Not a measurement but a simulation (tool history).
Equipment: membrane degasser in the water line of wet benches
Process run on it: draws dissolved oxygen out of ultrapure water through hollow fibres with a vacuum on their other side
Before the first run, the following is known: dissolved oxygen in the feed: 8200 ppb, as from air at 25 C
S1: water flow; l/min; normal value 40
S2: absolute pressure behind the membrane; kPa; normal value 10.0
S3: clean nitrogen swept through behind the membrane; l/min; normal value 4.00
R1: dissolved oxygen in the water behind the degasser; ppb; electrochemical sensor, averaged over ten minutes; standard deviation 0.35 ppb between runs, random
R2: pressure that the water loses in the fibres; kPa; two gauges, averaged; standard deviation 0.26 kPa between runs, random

run 1 hour=0.0 | S1=40 S2=10.0 S3=4.00 | R1=161.9 R2=69.20
run 2 hour=123.9 | S1=40 S2=10.0 S3=10.40 | R1=67.8 R2=69.16
run 3 hour=398.5 | S1=40 S2=10.0 S3=10.40 | R1=67.9 R2=69.34
run 4 hour=666.2 | S1=40 S2=10.0 S3=4.00 | R1=161.5 R2=69.81
run 5 hour=924.8 | S1=40 S2=10.0 S3=4.00 | R1=162.0 R2=69.43
run 6 hour=1134.8 | S1=28 S2=10.0 S3=4.00 | R1=113.7 R2=48.37
run 7 hour=1351.7 | S1=28 S2=10.0 S3=4.00 | R1=113.8 R2=48.69
run 8 hour=1557.4 | S1=25 S2=10.0 S3=4.00 | R1=102.1 R2=43.16
run 9 hour=1807.1 | S1=29 S2=10.0 S3=4.00 | R1=117.3 R2=50.01
run 10 hour=2043.4 | S1=29 S2=21.4 S3=4.00 | R1=307.9 R2=49.66
run 11 hour=2272.1 | S1=29 S2=21.4 S3=4.00 | R1=306.4 R2=49.73
run 12 hour=2464.3 | S1=29 S2=21.4 S3=4.00 | R1=307.2 R2=50.05
run 13 hour=2629.9 | S1=40 S2=10.0 S3=4.00 | R1=161.6 R2=68.11
run 14 hour=2913.2 | S1=56 S2=10.0 S3=11.76 | R1=95.2 R2=96.00
run 15 hour=3051.6 | S1=40 S2=10.1 S3=4.61 | R1=144.3 R2=68.56
run 16 hour=3347.8 | S1=24 S2=20.9 S3=6.27 | R1=163.5 R2=40.98
run 17 hour=3550.8 | S1=24 S2=15.3 S3=6.27 | R1=113.0 R2=40.95
-- hour=3578.6 vacuum gauge calibrated
-- hour=3808.4 seals of the vacuum lines changed
run 18 hour=3855.2 | S1=24 S2=15.3 S3=6.27 | R1=112.6 R2=41.12
run 19 hour=4130.5 | S1=27 S2=19.9 S3=6.49 | R1=167.8 R2=45.85
run 20 hour=4275.6 | S1=27 S2=19.9 S3=6.49 | R1=168.3 R2=45.99
run 21 hour=4555.2 | S1=62 S2=8.9 S3=9.87 | R1=110.8 R2=105.52
run 22 hour=4822.3 | S1=62 S2=10.1 S3=9.87 | R1=128.9 R2=105.23
run 23 hour=5019.0 | S1=42 S2=23.3 S3=10.35 | R1=199.6 R2=71.41
run 24 hour=5162.9 | S1=53 S2=10.0 S3=4.00 | R1=217.0 R2=89.83
run 25 hour=5397.7 | S1=53 S2=10.0 S3=4.00 | R1=217.7 R2=89.35
run 26 hour=5545.7 | S1=44 S2=18.9 S3=4.54 | R1=351.0 R2=74.68

Forecast each of these 4 alternatives for the next run:
-- hour=5571.0 gauge calibrated
run A hour=5700.4 | S1=40 S2=8.8 S3=4.00 | R1=? R2=?
-- hour=5571.0 gauge calibrated
run B hour=5700.4 | S1=58 S2=10.0 S3=2.77 | R1=? R2=?
-- hour=5571.0 gauge calibrated
run C hour=5700.4 | S1=31 S2=19.6 S3=1.97 | R1=? R2=?
-- hour=5571.0 gauge calibrated
run D hour=5700.4 | S1=58 S2=21.6 S3=7.20 | R1=? R2=?

run=A R1=134.8 R2=69.61
run=B R1=324.3 R2=100.94
run=C R1=553.0 R2=54.13
run=D R1=358.7 R2=101.09
Without the tool's hidden state the same runs would have given:
run=A R1=134.7 R2=69.61
run=B R1=324.2 R2=100.94
run=C R1=552.9 R2=54.13
run=D R1=358.6 R2=101.10
